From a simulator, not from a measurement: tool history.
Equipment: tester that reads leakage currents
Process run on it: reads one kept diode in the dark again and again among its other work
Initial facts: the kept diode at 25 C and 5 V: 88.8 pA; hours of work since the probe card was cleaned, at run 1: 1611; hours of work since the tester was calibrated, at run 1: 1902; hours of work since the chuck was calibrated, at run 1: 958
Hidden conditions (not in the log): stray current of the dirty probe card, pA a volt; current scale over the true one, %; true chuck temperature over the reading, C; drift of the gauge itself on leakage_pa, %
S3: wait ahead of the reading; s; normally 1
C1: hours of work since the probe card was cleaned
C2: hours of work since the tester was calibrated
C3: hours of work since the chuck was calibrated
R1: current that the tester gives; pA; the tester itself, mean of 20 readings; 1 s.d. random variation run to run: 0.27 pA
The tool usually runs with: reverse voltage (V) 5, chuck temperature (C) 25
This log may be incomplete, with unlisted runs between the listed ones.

{"run": 1, "hour": 0.0, "reverse voltage (V)": 5, "chuck temperature (C)": 25, "S3": 1, "C1": 1611, "C2": 1902, "C3": 958, "R1": 89.07}
{"run": 2, "hour": 77.6, "reverse voltage (V)": 5, "chuck temperature (C)": 25, "S3": 0.57, "C1": 1648, "C2": 1939, "C3": 995, "R1": 89.94}
{"run": 3, "hour": 211.1, "reverse voltage (V)": 5, "chuck temperature (C)": 25, "S3": 0.57, "C1": 1712, "C2": 2003, "C3": 1059, "R1": 89.66}
{"run": 4, "hour": 338.8, "reverse voltage (V)": 5, "chuck temperature (C)": 25, "S3": 0.57, "C1": 1773, "C2": 2064, "C3": 1120, "R1": 89.61}
{"run": 5, "hour": 413.5, "reverse voltage (V)": 5, "chuck temperature (C)": 25, "S3": 0.57, "C1": 1809, "C2": 2100, "C3": 1156, "R1": 89.69}
{"run": 6, "hour": 527.6, "reverse voltage (V)": 5, "chuck temperature (C)": 30, "S3": 1, "C1": 1864, "C2": 2155, "C3": 1211, "R1": 132.08}
{"run": 7, "hour": 622.5, "reverse voltage (V)": 5, "chuck temperature (C)": 30, "S3": 1, "C1": 1909, "C2": 2200, "C3": 1256, "R1": 131.61}
{"run": 8, "hour": 770.1, "reverse voltage (V)": 5, "chuck temperature (C)": 30, "S3": 1, "C1": 1980, "C2": 2271, "C3": 1327, "R1": 131.67}
{"run": 9, "hour": 887.1, "reverse voltage (V)": 5, "chuck temperature (C)": 30, "S3": 0.87, "C1": 2036, "C2": 2327, "C3": 1383, "R1": 132.18}
{"run": 10, "hour": 990.0, "reverse voltage (V)": 5, "chuck temperature (C)": 30, "S3": 0.87, "C1": 2085, "C2": 2377, "C3": 1433, "R1": 130.57}
{"run": 11, "hour": 1072.6, "reverse voltage (V)": 5, "chuck temperature (C)": 25, "S3": 1, "C1": 2125, "C2": 2416, "C3": 1472, "R1": 88.09}
{"run": 12, "hour": 1170.7, "reverse voltage (V)": 5, "chuck temperature (C)": 25, "S3": 1, "C1": 2172, "C2": 2463, "C3": 1519, "R1": 88.21}
{"run": 13, "hour": 1316.2, "reverse voltage (V)": 5, "chuck temperature (C)": 25, "S3": 0.68, "C1": 2242, "C2": 2533, "C3": 1589, "R1": 88.32}
{"run": 14, "hour": 1401.0, "reverse voltage (V)": 5, "chuck temperature (C)": 25, "S3": 0.68, "C1": 2283, "C2": 2574, "C3": 1630, "R1": 88.18}
{"run": 15, "hour": 1520.9, "reverse voltage (V)": 11.15, "chuck temperature (C)": 25, "S3": 1, "C1": 2340, "C2": 2631, "C3": 1687, "R1": 139.5}
{"run": 16, "hour": 1655.2, "reverse voltage (V)": 5, "chuck temperature (C)": 25, "S3": 0.39, "C1": 2405, "C2": 2696, "C3": 1752, "R1": 89.13}
{"run": 17, "hour": 1753.4, "reverse voltage (V)": 5, "chuck temperature (C)": 25, "S3": 0.39, "C1": 2452, "C2": 2743, "C3": 1799, "R1": 89.22}
{"run": 18, "hour": 1887.0, "reverse voltage (V)": 5, "chuck temperature (C)": 25, "S3": 0.33, "C1": 2516, "C2": 2807, "C3": 1863, "R1": 89.97}
{"run": 19, "hour": 2010.6, "reverse voltage (V)": 5, "chuck temperature (C)": 25, "S3": 1, "C1": 2575, "C2": 2866, "C3": 1922, "R1": 87.1}
{"run": 20, "hour": 2110.5, "reverse voltage (V)": 5, "chuck temperature (C)": 25, "S3": 1, "C1": 2623, "C2": 2914, "C3": 1970, "R1": 87.77}
{"run": 21, "hour": 2244.9, "reverse voltage (V)": 1.65, "chuck temperature (C)": 20, "S3": 1.85, "C1": 2687, "C2": 2979, "C3": 2034, "R1": 30.55}
{"hour": 2255.2, "done": "probe card cleaned and baked"}
{"run": 22, "hour": 2313.2, "reverse voltage (V)": 1.65, "chuck temperature (C)": 20, "S3": 1.85, "C1": 28, "C2": 3010, "C3": 2066, "R1": 32.05}
{"run": 23, "hour": 2456.6, "reverse voltage (V)": 1.65, "chuck temperature (C)": 20, "S3": 1.85, "C1": 97, "C2": 3079, "C3": 2135, "R1": 32.29}
{"run": 24, "hour": 2528.4, "reverse voltage (V)": 5, "chuck temperature (C)": 39, "S3": 3.94, "C1": 131, "C2": 3113, "C3": 2169, "R1": 262.55}
{"run": 25, "hour": 2605.2, "reverse voltage (V)": 2.67, "chuck temperature (C)": 55, "S3": 2.57, "C1": 168, "C2": 3150, "C3": 2206, "R1": 603.15}
{"hour": 2668.3, "done": "chuck's temperature calibrated"}
{"run": 26, "hour": 2732.3, "reverse voltage (V)": 2.67, "chuck temperature (C)": 55, "S3": 2.57, "C1": 228, "C2": 3210, "C3": 31, "R1": 658.88}
{"run": 27, "hour": 2812.6, "reverse voltage (V)": 3.14, "chuck temperature (C)": 25, "S3": 0.87, "C1": 266, "C2": 3249, "C3": 69, "R1": 76.64}
{"run": 28, "hour": 2931.2, "reverse voltage (V)": 10.26, "chuck temperature (C)": 29, "S3": 0.5, "C1": 323, "C2": 3305, "C3": 126, "R1": 209.1}
{"hour": 3009.9, "done": "probe card cleaned and baked, once more"}
{"run": 29, "hour": 3009.9, "reverse voltage (V)": 4.71, "chuck temperature (C)": 30, "S3": 1, "C1": 0, "C2": 3342, "C3": 162, "R1": 128.1}
{"run": 30, "hour": 3072.5, "reverse voltage (V)": 5, "chuck temperature (C)": 25, "S3": 2.23, "C1": 30, "C2": 3372, "C3": 192, "R1": 86.84}
{"run": 31, "hour": 3176.9, "reverse voltage (V)": 5, "chuck temperature (C)": 25, "S3": 2.23, "C1": 80, "C2": 3422, "C3": 243, "R1": 86.56}
{"run": 32, "hour": 3300.8, "reverse voltage (V)": 11.1, "chuck temperature (C)": 25, "S3": 1.28, "C1": 139, "C2": 3481, "C3": 302, "R1": 133.47}
{"run": 33, "hour": 3412.3, "reverse voltage (V)": 3.6, "chuck temperature (C)": 33, "S3": 5.26, "C1": 193, "C2": 3535, "C3": 355, "R1": 141.16}
{"run": 34, "hour": 3488.5, "reverse voltage (V)": 3.6, "chuck temperature (C)": 33, "S3": 5.26, "C1": 230, "C2": 3571, "C3": 392, "R1": 140.81}
{"hour": 3555.5, "done": "tester calibrated"}
{"run": 35, "hour": 3576.3, "reverse voltage (V)": 3.6, "chuck temperature (C)": 33, "S3": 5.26, "C1": 271, "C2": 10, "C3": 433, "R1": 142.15}
{"run": 36, "hour": 3664.0, "reverse voltage (V)": 1.4, "chuck temperature (C)": 23, "S3": 0.32, "C1": 313, "C2": 52, "C3": 475, "R1": 38.05}
{"run": 37, "hour": 3735.1, "reverse voltage (V)": 1.4, "chuck temperature (C)": 23, "S3": 1.03, "C1": 347, "C2": 86, "C3": 509, "R1": 37.64}
{"run": 38, "hour": 3862.6, "reverse voltage (V)": 1.4, "chuck temperature (C)": 23, "S3": 1.03, "C1": 408, "C2": 147, "C3": 570, "R1": 37.22}
{"run": 39, "hour": 3940.6, "reverse voltage (V)": 6.74, "chuck temperature (C)": 28, "S3": 1, "C1": 445, "C2": 185, "C3": 608, "R1": 133.62}

Predict each of these 3 candidate next runs independently; none follows another, all start after run 39:
{"run": "A", "hour": 4019.1, "reverse voltage (V)": 1.42, "chuck temperature (C)": 28, "S3": 1, "C1": 483, "C2": 222, "C3": 646, "R1": "?"}
{"run": "B", "hour": 4019.1, "reverse voltage (V)": 5.96, "chuck temperature (C)": 33, "S3": 2.65, "C1": 483, "C2": 222, "C3": 646, "R1": "?"}
{"run": "C", "hour": 4019.1, "reverse voltage (V)": 11.6, "chuck temperature (C)": 28, "S3": 1, "C1": 483, "C2": 222, "C3": 646, "R1": "?"}

run=A R1=57.16
run=B R1=186.35
run=C R1=179.89
Had the tool no hidden state, the same runs would have come out as:
run=A R1=58.77
run=B R1=191.06
run=C R1=182.98
